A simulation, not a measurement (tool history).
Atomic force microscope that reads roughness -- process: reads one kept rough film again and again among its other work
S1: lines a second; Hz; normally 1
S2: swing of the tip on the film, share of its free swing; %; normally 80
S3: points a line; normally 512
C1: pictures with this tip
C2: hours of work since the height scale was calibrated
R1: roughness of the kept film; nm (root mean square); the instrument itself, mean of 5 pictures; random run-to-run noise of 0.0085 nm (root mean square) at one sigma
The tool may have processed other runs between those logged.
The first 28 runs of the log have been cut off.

At hour 354.7: new tip fitted.
Run 29, hour 357.4: usual settings but S1 0.58 Hz, S2 69 %, S3 335; C1 7; C2 853. Result: R1 1.965 nm (root mean square).
Run 30, hour 368.4: usual settings but S1 3.41 Hz, S2 56 %; C1 35; C2 862. Result: R1 1.824 nm (root mean square).
Run 31, hour 386.1: usual settings but S1 1.19 Hz, S2 71 %, S3 264; C1 81; C2 876. Result: R1 1.72 nm (root mean square).
Run 32, hour 396: usual settings but S1 1.19 Hz, S2 71 %, S3 264; C1 106; C2 883. Result: R1 1.654 nm (root mean square).
At hour 410.9: new tip fitted.
Run 33, hour 414.6: usual settings but S1 1.9 Hz, S2 82 %, S3 374; C1 9; C2 898. Result: R1 1.666 nm (root mean square).
Run 34, hour 426.4: usual settings but S1 0.84 Hz, S2 82 %, S3 494; C1 40; C2 907. Result: R1 1.801 nm (root mean square).
Run 35, hour 434.9: usual settings but S1 0.76 Hz, S2 66 %, S3 1018; C1 62; C2 914. Result: R1 1.853 nm (root mean square).
Run 36, hour 445.5: usual settings but S1 1.63 Hz; C1 89; C2 922. Result: R1 1.579 nm (root mean square).
Run 37, hour 462: usual settings but S1 3.55 Hz, S2 83 %; C1 132; C2 935. Result: R1 1.214 nm (root mean square).
At hour 466.4: new tip fitted.
Run 38, hour 473.5: usual settings but S1 3.03 Hz, S2 66 %, S3 998; C1 18; C2 943. Result: R1 1.757 nm (root mean square).
Run 39, hour 483.8: usual settings but S2 85 %, S3 793; C1 45; C2 951. Result: R1 1.735 nm (root mean square).

Consider 3 possible next runs. They are alternatives, not a sequence: every one starts from the tool as it was left by run 39. What does each give?
Run A, hour 500.2: usual settings but S1 2.62 Hz, S2 58 %, S3 488; C1 87; C2 964. Result: R1 ?.
Run B, hour 500.2: usual settings but S1 0.75 Hz, S3 763; C1 87; C2 964. Result: R1 ?.
Run C, hour 500.2: usual settings but S1 2.97 Hz, S2 89 %, S3 752; C1 87; C2 964. Result: R1 ?.

run     R1
  A  1.718
  B  1.723
  C  1.245
The same runs, with their run-to-run variation unchanged, on a tool lacking any hidden condition would have given:
run     R1
  A  1.915
  B  1.921
  C  1.388
